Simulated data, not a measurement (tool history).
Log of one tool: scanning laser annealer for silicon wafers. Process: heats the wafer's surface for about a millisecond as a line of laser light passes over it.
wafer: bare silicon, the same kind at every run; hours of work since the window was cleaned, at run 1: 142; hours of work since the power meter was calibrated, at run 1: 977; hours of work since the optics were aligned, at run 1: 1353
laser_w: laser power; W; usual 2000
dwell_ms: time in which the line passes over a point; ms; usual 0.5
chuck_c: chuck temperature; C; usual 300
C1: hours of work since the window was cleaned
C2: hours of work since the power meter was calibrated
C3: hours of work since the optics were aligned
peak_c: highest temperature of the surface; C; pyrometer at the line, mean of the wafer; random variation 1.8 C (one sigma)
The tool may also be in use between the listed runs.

run 1 hour=0 | laser_w=2000 dwell_ms=0.5 chuck_c=300 | C1=142 C2=977 C3=1353 | peak_c=990
run 2 hour=79.6 | laser_w=2148 dwell_ms=0.5 chuck_c=300 | C1=201 C2=1035 C3=1412 | peak_c=1038
-- hour=141.2 optics aligned, line set to its width
run 3 hour=171.1 | laser_w=2148 dwell_ms=0.5 chuck_c=300 | C1=265 C2=1099 C3=22 | peak_c=1040
run 4 hour=213.2 | laser_w=2148 dwell_ms=0.5 chuck_c=300 | C1=296 C2=1130 C3=53 | peak_c=1043
run 5 hour=258.6 | laser_w=2148 dwell_ms=0.5 chuck_c=300 | C1=329 C2=1164 C3=87 | peak_c=1041
run 6 hour=306.4 | laser_w=2148 dwell_ms=0.5 chuck_c=300 | C1=364 C2=1199 C3=122 | peak_c=1037
run 7 hour=349.1 | laser_w=2000 dwell_ms=0.5 chuck_c=300 | C1=396 C2=1230 C3=153 | peak_c=987
-- hour=376.3 window over the wafer cleaned
run 8 hour=424.5 | laser_w=2000 dwell_ms=0.5 chuck_c=300 | C1=36 C2=1285 C3=208 | peak_c=980
run 9 hour=478.6 | laser_w=2000 dwell_ms=0.5 chuck_c=300 | C1=75 C2=1325 C3=247 | peak_c=978
-- hour=567.5 window over the wafer cleaned, once more
run 10 hour=571.8 | laser_w=2000 dwell_ms=0.5 chuck_c=300 | C1=3 C2=1392 C3=315 | peak_c=1004
run 11 hour=617.7 | laser_w=2000 dwell_ms=0.5 chuck_c=300 | C1=37 C2=1426 C3=349 | peak_c=1004
run 12 hour=696.1 | laser_w=2000 dwell_ms=0.5 chuck_c=300 | C1=95 C2=1484 C3=406 | peak_c=999
run 13 hour=742 | laser_w=2164 dwell_ms=0.396 chuck_c=269 | C1=129 C2=1517 C3=440 | peak_c=926
run 14 hour=800.4 | laser_w=2109 dwell_ms=0.357 chuck_c=292 | C1=172 C2=1560 C3=483 | peak_c=894
run 15 hour=861.9 | laser_w=2189 dwell_ms=0.508 chuck_c=287 | C1=217 C2=1606 C3=529 | peak_c=1052
run 16 hour=938.2 | laser_w=1832 dwell_ms=0.501 chuck_c=296 | C1=273 C2=1662 C3=585 | peak_c=934
run 17 hour=978.8 | laser_w=1832 dwell_ms=0.501 chuck_c=296 | C1=303 C2=1692 C3=615 | peak_c=935
run 18 hour=1067.5 | laser_w=1998 dwell_ms=0.5 chuck_c=287 | C1=369 C2=1758 C3=680 | peak_c=974
-- hour=1133.7 window over the wafer cleaned
run 19 hour=1136.6 | laser_w=1829 dwell_ms=0.428 chuck_c=331 | C1=2 C2=1807 C3=730 | peak_c=921
run 20 hour=1190.7 | laser_w=2101 dwell_ms=0.474 chuck_c=340 | C1=42 C2=1847 C3=770 | peak_c=1051
run 21 hour=1255.4 | laser_w=2197 dwell_ms=0.406 chuck_c=300 | C1=90 C2=1895 C3=818 | peak_c=975
run 22 hour=1299.2 | laser_w=2181 dwell_ms=0.4 chuck_c=291 | C1=122 C2=1927 C3=850 | peak_c=953
run 23 hour=1341.1 | laser_w=2181 dwell_ms=0.4 chuck_c=291 | C1=153 C2=1958 C3=881 | peak_c=953

The same runs without the tool's hidden state, with the same run-to-run variation:
The hidden state here: light that passes the window, % of a clean one's; laser's true power over the reading, %; width of the line over the set one, %; drift of the gauge itself on peak_c, C.
run=1 peak_c=1001
run=2 peak_c=1052
run=3 peak_c=1049
run=4 peak_c=1054
run=5 peak_c=1053
run=6 peak_c=1050
run=7 peak_c=1001
run=8 peak_c=1002
run=9 peak_c=1001
run=10 peak_c=1002
run=11 peak_c=1004
run=12 peak_c=1001
run=13 peak_c=929
run=14 peak_c=898
run=15 peak_c=1060
run=16 peak_c=943
run=17 peak_c=946
run=18 peak_c=989
run=19 peak_c=921
run=20 peak_c=1053
run=21 peak_c=978
run=22 peak_c=957
run=23 peak_c=959

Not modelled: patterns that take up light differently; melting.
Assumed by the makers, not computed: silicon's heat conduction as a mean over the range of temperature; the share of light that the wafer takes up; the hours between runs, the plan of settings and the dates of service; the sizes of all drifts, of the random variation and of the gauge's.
